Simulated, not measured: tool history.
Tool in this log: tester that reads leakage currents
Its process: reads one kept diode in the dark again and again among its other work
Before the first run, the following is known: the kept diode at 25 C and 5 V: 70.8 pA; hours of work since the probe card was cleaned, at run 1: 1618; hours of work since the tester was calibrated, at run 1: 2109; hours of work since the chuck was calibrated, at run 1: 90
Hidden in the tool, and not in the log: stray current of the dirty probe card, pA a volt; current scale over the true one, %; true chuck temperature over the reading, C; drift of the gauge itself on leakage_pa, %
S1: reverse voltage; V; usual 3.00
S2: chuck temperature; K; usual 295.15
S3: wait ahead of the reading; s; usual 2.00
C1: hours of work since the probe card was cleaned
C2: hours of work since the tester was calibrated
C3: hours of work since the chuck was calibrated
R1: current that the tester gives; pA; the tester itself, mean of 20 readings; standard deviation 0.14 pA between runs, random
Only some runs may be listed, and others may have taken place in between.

| run | hour | S1 | S2 | S3 | C1 | C2 | C3 | R1 |
|---|---|---|---|---|---|---|---|---|
| 1 | 0.0 | 3.00 | 295.15 | 2.00 | 1618 | 2109 | 90 | 45.23 |
| 2 | 48.8 | 3.00 | 295.15 | 2.00 | 1649 | 2140 | 121 | 45.12 |
| 3 | 122.1 | 3.00 | 295.15 | 2.00 | 1696 | 2187 | 167 | 44.92 |
| 4 | 181.1 | 3.00 | 295.15 | 2.00 | 1734 | 2225 | 205 | 44.75 |
| 5 | 237.6 | 3.00 | 295.15 | 2.00 | 1770 | 2261 | 241 | 44.65 |
| 6 | 285.9 | 3.00 | 295.15 | 2.00 | 1800 | 2292 | 272 | 44.28 |
| 7 | 332.6 | 3.00 | 295.15 | 2.00 | 1830 | 2321 | 302 | 44.37 |
| 8 | 387.1 | 3.00 | 295.15 | 2.00 | 1865 | 2356 | 336 | 44.16 |
| 9 | 445.5 | 3.00 | 295.15 | 2.28 | 1902 | 2393 | 374 | 43.79 |
| 10 | 505.2 | 3.00 | 295.15 | 2.28 | 1940 | 2432 | 412 | 43.61 |
| 11 | 568.1 | 3.00 | 295.15 | 2.28 | 1980 | 2472 | 452 | 43.49 |
| 12 | 615.8 | 3.00 | 295.15 | 0.60 | 2011 | 2502 | 482 | 44.05 |
| 13 | 698.8 | 3.00 | 295.15 | 0.60 | 2064 | 2555 | 535 | 43.42 |
| 14 | 756.8 | 3.00 | 295.15 | 0.60 | 2101 | 2592 | 572 | 43.39 |
| 15 | 821.1 | 12.60 | 295.15 | 2.00 | 2142 | 2633 | 613 | 102.92 |
| 16 | 872.0 | 12.60 | 295.15 | 2.00 | 2174 | 2666 | 646 | 103.89 |
| 17 | 928.9 | 12.60 | 295.15 | 2.00 | 2211 | 2702 | 682 | 103.05 |
| 18 | 992.9 | 12.60 | 295.15 | 2.00 | 2251 | 2743 | 723 | 102.46 |
|  | 1030.6 | probe card cleaned and baked |
| 19 | 1033.8 | 3.00 | 295.15 | 2.00 | 2 | 2767 | 747 | 37.86 |
| 20 | 1075.2 | 3.00 | 295.15 | 2.00 | 29 | 2793 | 774 | 37.83 |
| 21 | 1137.5 | 10.66 | 308.15 | 0.58 | 68 | 2833 | 813 | 209.28 |
| 22 | 1208.4 | 3.19 | 302.15 | 1.43 | 113 | 2878 | 858 | 66.98 |
| 23 | 1242.5 | 3.19 | 302.15 | 1.43 | 135 | 2900 | 880 | 66.34 |
|  | 1249.3 | chuck's temperature calibrated |
| 24 | 1290.0 | 3.19 | 302.15 | 1.43 | 164 | 2929 | 26 | 60.92 |
| 25 | 1353.3 | 3.19 | 302.15 | 1.43 | 205 | 2969 | 66 | 60.29 |
| 26 | 1412.7 | 3.19 | 312.15 | 1.43 | 243 | 3007 | 104 | 126.79 |
| 27 | 1487.6 | 2.26 | 312.15 | 1.43 | 290 | 3055 | 152 | 104.22 |
| 28 | 1534.1 | 3.95 | 295.15 | 3.98 | 320 | 3085 | 182 | 38.63 |
| 29 | 1583.0 | 7.21 | 295.15 | 2.30 | 351 | 3116 | 213 | 54.54 |
| 30 | 1616.8 | 7.21 | 295.15 | 2.30 | 373 | 3137 | 234 | 54.38 |
| 31 | 1663.2 | 7.21 | 307.15 | 2.30 | 402 | 3167 | 264 | 135.57 |
| 32 | 1739.1 | 13.35 | 300.15 | 1.93 | 451 | 3215 | 312 | 113.40 |
|  | 1759.0 | chuck's temperature calibrated, once more |
| 33 | 1818.5 | 13.35 | 295.15 | 1.93 | 500 | 3265 | 38 | 102.14 |
| 34 | 1897.4 | 3.87 | 314.15 | 6.78 | 550 | 3315 | 88 | 201.83 |
| 35 | 1935.1 | 1.69 | 294.15 | 0.53 | 574 | 3339 | 112 | 28.97 |

Forecast run 36:
| 36 | 1974.1 | 1.69 | 294.15 | 0.53 | 599 | 3364 | 137 | ? |

Run 36 measured R1 29.02 pA.
Minus the tool's unlogged condition, the same run would have read R1 28.84 pA.
